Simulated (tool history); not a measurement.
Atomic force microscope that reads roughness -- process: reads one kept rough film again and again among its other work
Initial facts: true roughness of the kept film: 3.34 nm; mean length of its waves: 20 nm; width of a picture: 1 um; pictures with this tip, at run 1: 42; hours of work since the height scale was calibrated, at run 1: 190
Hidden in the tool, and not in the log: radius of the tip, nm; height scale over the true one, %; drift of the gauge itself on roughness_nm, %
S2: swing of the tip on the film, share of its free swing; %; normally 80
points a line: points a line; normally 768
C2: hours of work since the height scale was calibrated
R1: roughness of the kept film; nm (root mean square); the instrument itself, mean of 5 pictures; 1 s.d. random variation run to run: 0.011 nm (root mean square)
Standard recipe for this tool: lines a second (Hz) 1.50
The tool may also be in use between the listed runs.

Run 1, day 0.000: usual settings; pictures with this tip 42; C2 190. Result: R1 2.339 nm (root mean square).
Run 2, day 2.988: usual settings; pictures with this tip 119; C2 220. Result: R1 2.162 nm (root mean square).
Run 3, day 4.638: usual settings; pictures with this tip 162; C2 237. Result: R1 2.065 nm (root mean square).
Run 4, day 6.217: usual settings but S2 70 %; pictures with this tip 202; C2 253. Result: R1 2.077 nm (root mean square).
Run 5, day 7.858: usual settings but S2 63 %; pictures with this tip 245; C2 270. Result: R1 2.062 nm (root mean square).
Run 6, day 10.121: usual settings but S2 63 %; pictures with this tip 303; C2 293. Result: R1 1.950 nm (root mean square).
At day 11.342: new tip fitted.
Run 7, day 12.942: usual settings but S2 63 %; pictures with this tip 41; C2 321. Result: R1 2.443 nm (root mean square).
Run 8, day 14.375: usual settings but S2 63 %; pictures with this tip 78; C2 336. Result: R1 2.357 nm (root mean square).
Run 9, day 17.408: usual settings but S2 63 %; pictures with this tip 156; C2 367. Result: R1 2.217 nm (root mean square).
Run 10, day 19.217: usual settings but lines a second (Hz) 1.70; pictures with this tip 203; C2 385. Result: R1 1.979 nm (root mean square).
Run 11, day 21.712: usual settings but lines a second (Hz) 1.70; pictures with this tip 267; C2 410. Result: R1 1.871 nm (root mean square).
Run 12, day 24.196: usual settings but S2 66 %; pictures with this tip 331; C2 436. Result: R1 1.903 nm (root mean square).
At day 24.492: new tip fitted.
Run 13, day 26.708: usual settings but S2 66 %; pictures with this tip 58; C2 461. Result: R1 2.388 nm (root mean square).
Run 14, day 28.175: usual settings but points a line 554; pictures with this tip 95; C2 476. Result: R1 2.215 nm (root mean square).
Run 15, day 31.238: usual settings; pictures with this tip 174; C2 507. Result: R1 2.049 nm (root mean square).
Run 16, day 33.312: usual settings; pictures with this tip 228; C2 528. Result: R1 1.963 nm (root mean square).
Run 17, day 36.108: usual settings but lines a second (Hz) 1.71, S2 74 %; pictures with this tip 300; C2 557. Result: R1 1.898 nm (root mean square).
At day 37.504: new tip fitted.
Run 18, day 39.079: usual settings but lines a second (Hz) 0.83, S2 57 %, points a line 363; pictures with this tip 41; C2 587. Result: R1 2.483 nm (root mean square).
Run 19, day 40.671: usual settings but lines a second (Hz) 2.25, S2 73 %, points a line 286; pictures with this tip 82; C2 603. Result: R1 2.168 nm (root mean square).
Run 20, day 43.750: usual settings but points a line 369; pictures with this tip 161; C2 634. Result: R1 2.029 nm (root mean square).
Run 21, day 46.188: usual settings but lines a second (Hz) 0.62, S2 73 %, points a line 764; pictures with this tip 224; C2 659. Result: R1 2.082 nm (root mean square).
Run 22, day 49.092: usual settings but lines a second (Hz) 0.79, S2 68 %, points a line 789; pictures with this tip 299; C2 689. Result: R1 1.977 nm (root mean square).
At day 50.479: new tip fitted.
Run 23, day 51.554: usual settings but lines a second (Hz) 0.79, S2 68 %, points a line 789; pictures with this tip 28; C2 713. Result: R1 2.477 nm (root mean square).
Run 24, day 53.025: usual settings but lines a second (Hz) 1.52, S2 68 %, points a line 490; pictures with this tip 66; C2 728. Result: R1 2.331 nm (root mean square).
Run 25, day 55.312: usual settings but lines a second (Hz) 0.82, S2 68 %, points a line 490; pictures with this tip 125; C2 752. Result: R1 2.226 nm (root mean square).
Run 26, day 57.596: usual settings but lines a second (Hz) 2.12, points a line 473; pictures with this tip 184; C2 775. Result: R1 1.916 nm (root mean square).
Run 27, day 58.975: usual settings but lines a second (Hz) 1.14, S2 60 %, points a line 434; pictures with this tip 219; C2 789. Result: R1 2.075 nm (root mean square).
Run 28, day 61.046: usual settings but lines a second (Hz) 1.14, S2 84 %, points a line 408; pictures with this tip 273; C2 810. Result: R1 1.856 nm (root mean square).
At day 63.454: new tip fitted.
Run 29, day 63.992: usual settings but lines a second (Hz) 1.94, S2 77 %; pictures with this tip 14; C2 840. Result: R1 2.350 nm (root mean square).
Run 30, day 67.050: usual settings but lines a second (Hz) 1.94, S2 77 %; pictures with this tip 93; C2 871. Result: R1 2.189 nm (root mean square).
Run 31, day 69.754: usual settings but lines a second (Hz) 0.83, S2 89 %, points a line 419; pictures with this tip 163; C2 898. Result: R1 2.088 nm (root mean square).
Run 32, day 71.942: usual settings but lines a second (Hz) 0.77, S2 61 %, points a line 881; pictures with this tip 219; C2 921. Result: R1 2.156 nm (root mean square).

What would each run have given without the hidden state, its run-to-run variation left as it was?
run     R1
  1  2.469
  2  2.461
  3  2.445
  4  2.547
  5  2.617
  6  2.595
  7  2.593
  8  2.593
  9  2.609
 10  2.426
 11  2.420
 12  2.593
 13  2.564
 14  2.457
 15  2.438
 16  2.445
 17  2.500
 18  2.629
 19  2.395
 20  2.412
 21  2.614
 22  2.639
 23  2.629
 24  2.568
 25  2.588
 26  2.356
 27  2.629
 28  2.468
 29  2.424
 30  2.434
 31  2.469
 32  2.663

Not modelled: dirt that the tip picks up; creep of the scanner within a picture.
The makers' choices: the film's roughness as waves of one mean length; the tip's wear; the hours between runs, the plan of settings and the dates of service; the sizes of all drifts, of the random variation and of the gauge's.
